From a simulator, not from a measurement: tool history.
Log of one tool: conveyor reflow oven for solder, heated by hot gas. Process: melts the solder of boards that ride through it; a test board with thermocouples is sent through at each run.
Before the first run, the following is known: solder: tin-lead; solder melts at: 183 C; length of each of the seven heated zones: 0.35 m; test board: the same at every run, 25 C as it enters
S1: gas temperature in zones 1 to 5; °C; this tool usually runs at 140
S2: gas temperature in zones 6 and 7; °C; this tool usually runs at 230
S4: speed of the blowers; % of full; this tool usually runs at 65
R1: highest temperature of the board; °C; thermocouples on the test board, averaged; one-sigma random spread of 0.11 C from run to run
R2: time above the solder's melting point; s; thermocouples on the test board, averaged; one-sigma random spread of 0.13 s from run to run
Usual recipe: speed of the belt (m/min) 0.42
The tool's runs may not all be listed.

{"run": 1, "hour": 0.0, "S1": 140, "S2": 230, "speed of the belt (m/min)": 0.42, "S4": 65, "R1": 211.8, "R2": 69.4}
{"run": 2, "hour": 38.9, "S1": 140, "S2": 218, "speed of the belt (m/min)": 0.42, "S4": 65, "R1": 201.2, "R2": 54.9}
{"run": 3, "hour": 100.8, "S1": 140, "S2": 234, "speed of the belt (m/min)": 0.42, "S4": 65, "R1": 214.5, "R2": 72.9}
{"run": 4, "hour": 163.3, "S1": 140, "S2": 230, "speed of the belt (m/min)": 0.42, "S4": 65, "R1": 211.1, "R2": 68.2}
{"hour": 179.3, "done": "flux residue cleaned out of gas plates and filters"}
{"run": 5, "hour": 200.6, "S1": 140, "S2": 222, "speed of the belt (m/min)": 0.42, "S4": 65, "R1": 205.5, "R2": 61.8}
{"run": 6, "hour": 231.0, "S1": 140, "S2": 230, "speed of the belt (m/min)": 0.42, "S4": 65, "R1": 212.2, "R2": 70.2}
{"run": 7, "hour": 259.6, "S1": 140, "S2": 230, "speed of the belt (m/min)": 0.42, "S4": 65, "R1": 212.1, "R2": 70.4}
{"run": 8, "hour": 324.0, "S1": 140, "S2": 230, "speed of the belt (m/min)": 0.42, "S4": 65, "R1": 211.8, "R2": 69.8}
{"run": 9, "hour": 376.1, "S1": 140, "S2": 226, "speed of the belt (m/min)": 0.42, "S4": 65, "R1": 208.2, "R2": 65.2}
{"run": 10, "hour": 420.9, "S1": 140, "S2": 230, "speed of the belt (m/min)": 0.343, "S4": 65, "R1": 216.9, "R2": 94.9}
{"hour": 435.6, "done": "thermocouples of zones 6 and 7 changed"}
{"run": 11, "hour": 489.8, "S1": 140, "S2": 220, "speed of the belt (m/min)": 0.42, "S4": 65, "R1": 204.4, "R2": 59.8}
{"run": 12, "hour": 528.8, "S1": 140, "S2": 220, "speed of the belt (m/min)": 0.42, "S4": 63, "R1": 203.8, "R2": 58.3}
{"run": 13, "hour": 560.5, "S1": 140, "S2": 220, "speed of the belt (m/min)": 0.42, "S4": 63, "R1": 203.6, "R2": 58.3}
{"hour": 612.0, "done": "flux residue cleaned out of gas plates and filters"}
{"run": 14, "hour": 622.0, "S1": 140, "S2": 220, "speed of the belt (m/min)": 0.42, "S4": 63, "R1": 204.8, "R2": 60.5}
{"run": 15, "hour": 685.0, "S1": 140, "S2": 220, "speed of the belt (m/min)": 0.42, "S4": 63, "R1": 204.4, "R2": 60.1}
{"run": 16, "hour": 734.3, "S1": 150, "S2": 229, "speed of the belt (m/min)": 0.457, "S4": 51, "R1": 207.3, "R2": 61.7}
{"run": 17, "hour": 774.4, "S1": 140, "S2": 230, "speed of the belt (m/min)": 0.366, "S4": 65, "R1": 217, "R2": 88.6}
{"run": 18, "hour": 811.8, "S1": 137, "S2": 230, "speed of the belt (m/min)": 0.368, "S4": 67, "R1": 217, "R2": 86.2}
{"run": 19, "hour": 856.9, "S1": 137, "S2": 229, "speed of the belt (m/min)": 0.351, "S4": 67, "R1": 216.9, "R2": 91}
{"run": 20, "hour": 898.0, "S1": 140, "S2": 230, "speed of the belt (m/min)": 0.42, "S4": 52, "R1": 208.5, "R2": 63.9}
{"run": 21, "hour": 951.8, "S1": 146, "S2": 242, "speed of the belt (m/min)": 0.454, "S4": 90, "R1": 227.3, "R2": 81}
{"run": 22, "hour": 1005.9, "S1": 146, "S2": 222, "speed of the belt (m/min)": 0.493, "S4": 90, "R1": 207.1, "R2": 57.3}
{"hour": 1040.4, "done": "flux residue cleaned out of gas plates and filters"}
{"run": 23, "hour": 1054.0, "S1": 146, "S2": 222, "speed of the belt (m/min)": 0.424, "S4": 73, "R1": 209.5, "R2": 70.8}
{"run": 24, "hour": 1082.1, "S1": 146, "S2": 241, "speed of the belt (m/min)": 0.498, "S4": 73, "R1": 220.6, "R2": 69}
{"run": 25, "hour": 1123.6, "S1": 140, "S2": 230, "speed of the belt (m/min)": 0.416, "S4": 75, "R1": 216.2, "R2": 76.8}
{"run": 26, "hour": 1174.4, "S1": 140, "S2": 230, "speed of the belt (m/min)": 0.416, "S4": 75, "R1": 216, "R2": 76.6}
{"run": 27, "hour": 1234.8, "S1": 140, "S2": 230, "speed of the belt (m/min)": 0.416, "S4": 75, "R1": 215.6, "R2": 76.2}
{"run": 28, "hour": 1281.2, "S1": 149, "S2": 230, "speed of the belt (m/min)": 0.484, "S4": 65, "R1": 210, "R2": 61.7}
{"run": 29, "hour": 1318.2, "S1": 149, "S2": 239, "speed of the belt (m/min)": 0.434, "S4": 65, "R1": 220.9, "R2": 81.6}
{"run": 30, "hour": 1359.7, "S1": 142, "S2": 232, "speed of the belt (m/min)": 0.434, "S4": 51, "R1": 208.8, "R2": 63.1}

Had the tool no unlogged condition, and each run kept its random variation, what would the results have been?
The tool's hidden condition here consists of: heat that the gas passes to the board, % of a clean oven's; belt's true speed, % of the reading; true gas temperature in zones 6 and 7 over the reading, C; drift of the gauge itself on peak_c, C; drift of the gauge itself on liquid_s, %.
run=1 R1=213.7 R2=72
run=2 R1=203.2 R2=58.8
run=3 R1=217 R2=75.9
run=4 R1=213.8 R2=71.8
run=5 R1=206.8 R2=63.6
run=6 R1=213.7 R2=71.9
run=7 R1=213.7 R2=72.2
run=8 R1=213.7 R2=72
run=9 R1=210.3 R2=68.1
run=10 R1=219.1 R2=97.3
run=11 R1=205.1 R2=61.3
run=12 R1=204.7 R2=60.1
run=13 R1=204.5 R2=60.3
run=14 R1=204.7 R2=60.2
run=15 R1=204.6 R2=60.2
run=16 R1=207.6 R2=62
run=17 R1=217.5 R2=88.9
run=18 R1=217.6 R2=86.8
run=19 R1=217.7 R2=91.7
run=20 R1=209.5 R2=65.2
run=21 R1=229 R2=81.8
run=22 R1=209 R2=59.8
run=23 R1=209.6 R2=70.4
run=24 R1=220.8 R2=68.6
run=25 R1=216.6 R2=76.7
run=26 R1=216.6 R2=76.7
run=27 R1=216.5 R2=76.7
run=28 R1=211.1 R2=62.5
run=29 R1=222.1 R2=82
run=30 R1=210 R2=64.3
